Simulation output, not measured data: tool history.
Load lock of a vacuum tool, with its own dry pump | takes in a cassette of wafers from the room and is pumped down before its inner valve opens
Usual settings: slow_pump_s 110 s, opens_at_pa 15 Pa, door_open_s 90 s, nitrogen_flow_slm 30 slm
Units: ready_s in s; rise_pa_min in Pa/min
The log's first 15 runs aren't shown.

run	hour	slow_pump_s	opens_at_pa	door_open_s	nitrogen_flow_slm	hours that the pump has run since its overhaul	times that the door has closed on its seal	incoming humidity of the room's air, %	ready_s	rise_pa_min
16	4011.3	110	15	111	30	10283	7137	45.4	227.9	0.094
17	4334.7	110	15	111	30	10607	8280	43.6	225.2	0.108
18	4506.7	110	15	111	30	10778	8888	46.1	227.4	0.12
19	4705.5	110	15	59	11	10977	9590	47.7	229.1	0.137
20	4970.2	88	15	90	9	11242	10525	48.4	214.2	0.162
21	5187.2	138	11	213	7	11459	11292	46.7	253.3	0.187
22	5391.4	95	15	90	33	11663	12014	40.9	217	0.17
23	5585.9	95	15	90	33	11858	12701	48.5	220.6	0.193
24	5809.9	95	15	90	33	12082	13493	42.3	223.5	0.203
25	6095.6	110	15	85	4	12367	14502	40.2	232.3	0.236
26	6287.4	69	18	83	4	12559	15180	43	198	0.243
27	6571.7	69	18	83	4	12843	16185	46.1	199.1	0.275
28	6773.4	154	15	92	6	13045	16898	46	260.6	0.294
29	6999.2	154	15	92	6	13271	17696	45.9	261.7	0.309
30	7213.1	154	15	92	6	13485	18451	47	260.5	0.329
31	7379.6	81	13	92	6	13651	19040	47.9	216.6	0.341
32	7686.7	81	25	92	6	13958	20125	43.9	203.7	0.375
33	7927.3	81	25	92	6	14199	20975	44.6	204.1	0.401
34	8229.9	66	12	92	6	14502	22045	43.9	207.3	0.431
35	8402.3	193	16	92	6	14674	22654	44.3	290.9	0.449
36	8608.9	193	16	92	6	14881	23384	44.9	290.5	0.473

Forecast each of these 4 alternatives for the next run:
A	8952.5	71	15	90	30	15224	24598	46.6	?	?
B	8952.5	110	15	50	30	15224	24598	44.2	?	?
C	8952.5	193	27	92	6	15224	24598	48.8	?	?
D	8952.5	110	28	90	25	15224	24598	47.5	?	?

run	ready_s	rise_pa_min
A	207.1	0.491
B	234.2	0.478
C	282.5	0.516
D	225.2	0.499
Without the tool's hidden state the same runs would have given:
run	ready_s	rise_pa_min
A	183.1	0.015
B	211.9	0.005
C	267.1	0.033
D	205	0.018
